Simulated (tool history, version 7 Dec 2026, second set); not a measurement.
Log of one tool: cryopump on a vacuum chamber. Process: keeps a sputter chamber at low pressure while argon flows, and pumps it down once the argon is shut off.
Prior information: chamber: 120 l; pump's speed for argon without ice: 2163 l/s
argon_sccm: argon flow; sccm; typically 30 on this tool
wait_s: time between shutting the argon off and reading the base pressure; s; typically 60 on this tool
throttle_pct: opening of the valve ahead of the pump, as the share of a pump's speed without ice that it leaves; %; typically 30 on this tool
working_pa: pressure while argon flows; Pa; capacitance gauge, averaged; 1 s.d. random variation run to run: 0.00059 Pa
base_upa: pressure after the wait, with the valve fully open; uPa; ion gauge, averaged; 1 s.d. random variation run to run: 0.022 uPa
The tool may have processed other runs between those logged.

run   hour  argon_sccm  wait_s  throttle_pct  working_pa  base_upa
  1      0          30      60            30      0.0799       0.8
  2   50.3          30      60            20      0.1199      0.88
  3  109.1          30      60            30      0.0788       0.9
  4  145.6          30      60            30      0.0784      0.84
  5  181.9          30      60            30      0.0801      0.89
  6  239.9          30      60            30      0.0801      0.96
  7  285.7          33      60            30      0.0899      0.93
  8  340.3          33      60            30      0.0885      0.98
  9  382.2          33      60            30      0.0893      1.02
 10  430.4          33      60            30       0.089      1.04
 11  491.9          33      60            30      0.0894         1
 12  521.8          13      41            36      0.0291      1.27
 13    562          17      52            24      0.0572      1.16

Alternative continuations, all from the tool just after run 13; predict every row:
  A  617.4          58      60            30           ?         ?
  B  617.4          59     234            24           ?         ?
  C  617.4          29     209            56           ?         ?

run  working_pa  base_upa
  A      0.1567      1.12
  B      0.1976      0.79
  C      0.0435      0.83
Had the tool no hidden state, the same runs would have come out as:
run  working_pa  base_upa
  A      0.1504      0.57
  B      0.1912      0.23
  C      0.0403      0.27
